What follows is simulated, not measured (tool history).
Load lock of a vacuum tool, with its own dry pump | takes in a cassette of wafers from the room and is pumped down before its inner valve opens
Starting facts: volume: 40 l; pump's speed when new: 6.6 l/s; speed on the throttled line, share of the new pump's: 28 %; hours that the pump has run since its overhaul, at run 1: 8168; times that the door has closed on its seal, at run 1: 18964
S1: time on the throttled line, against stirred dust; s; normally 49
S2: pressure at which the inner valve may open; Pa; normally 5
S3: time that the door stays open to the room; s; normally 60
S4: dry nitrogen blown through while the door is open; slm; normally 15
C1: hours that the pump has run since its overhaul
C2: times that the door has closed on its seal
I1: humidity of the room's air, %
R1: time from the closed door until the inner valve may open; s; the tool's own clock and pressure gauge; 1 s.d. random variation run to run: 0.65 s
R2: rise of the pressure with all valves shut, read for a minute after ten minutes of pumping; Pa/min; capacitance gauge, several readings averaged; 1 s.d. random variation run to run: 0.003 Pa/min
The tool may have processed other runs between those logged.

run,hour,S1,S2,S3,S4,C1,C2,I1,R1,R2
1,0.0,49,5,60,15,8168,18964,46.4,100.9,0.148
2,268.2,49,5,60,15,8436,19483,43.5,99.6,0.157
3,511.6,49,5,60,15,8679,19955,49.1,101.2,0.159
4,701.4,49,5,60,15,8869,20323,43.3,101.9,0.160
5,1048.9,49,5,60,15,9216,20997,49.7,101.2,0.164
6,1230.5,49,5,60,15,9398,21349,45.2,102.2,0.169
7,1570.4,26,5,60,15,9738,22008,46.5,85.1,0.182
8,1814.3,26,5,60,15,9982,22480,45.6,86.3,0.178
9,1980.0,26,5,60,15,10148,22802,45.2,84.8,0.181
10,2349.9,26,5,60,15,10517,23518,43.1,86.1,0.187
11,2580.8,26,5,60,15,10748,23966,45.3,86.3,0.196
12,2767.9,26,5,60,15,10935,24329,42.8,85.9,0.195
13,3004.2,47,5,60,15,11172,24787,41.9,100.8,0.205
14,3219.7,49,5,60,15,11387,25205,45.9,104.2,0.204
15,3575.0,49,5,60,15,11743,25893,46.5,101.1,0.213
16,3911.2,49,5,60,15,12079,26545,44.1,103.1,0.220
17,4151.1,49,5,60,15,12319,27010,43.7,102.9,0.222
18,4387.8,49,5,60,15,12555,27469,47.5,104.0,0.230
19,4735.6,41,5,60,15,12903,28143,43.5,98.3,0.240
20,5088.7,41,5,60,15,13256,28827,43.7,98.9,0.249
21,5297.1,41,7,117,5,13465,29231,44.2,94.4,0.291
22,5535.3,41,7,117,5,13703,29693,41.7,95.4,0.292
23,5860.5,41,7,117,5,14028,30323,45.4,95.5,0.303
24,6064.1,49,5,60,24,14232,30718,49.1,103.3,0.261
25,6228.0,84,5,60,15,14396,31036,45.2,127.1,0.282
26,6411.7,84,5,60,15,14579,31392,47.6,127.4,0.287
27,6631.3,84,5,60,15,14799,31817,47.6,127.3,0.287
28,6800.5,84,5,60,15,14968,32145,45.1,128.7,0.298
29,7025.7,84,5,60,15,15193,32582,46.1,129.0,0.296
30,7185.1,84,5,60,15,15353,32891,46.8,130.1,0.306
31,7402.6,30,8,60,9,15570,33312,49.1,87.0,0.325
32,7596.8,47,5,60,15,15764,33689,46.4,102.5,0.310
33,7793.5,49,5,171,24,15961,34070,46.0,105.7,0.317
34,8068.0,27,6,203,15,16236,34602,45.3,88.8,0.344
35,8250.8,46,7,203,15,16418,34956,46.1,99.8,0.345
36,8452.8,49,10,111,6,16620,35348,44.0,100.1,0.362

Predict each of these 4 candidate next runs independently; none follows another, all start after run 36:
A,8749.6,53,7,50,15,16917,35923,46.3,?,?
B,8749.6,49,5,35,15,16917,35923,43.6,?,?
C,8749.6,42,8,60,10,16917,35923,47.2,?,?
D,8749.6,49,5,46,6,16917,35923,46.6,?,?

run,R1,R2
A,105.5,0.335
B,105.3,0.339
C,96.7,0.349
D,106.1,0.356
Had the tool no hidden state, the same runs would have come out as:
run,R1,R2
A,97.1,0.037
B,96.3,0.037
C,88.0,0.049
D,97.1,0.054
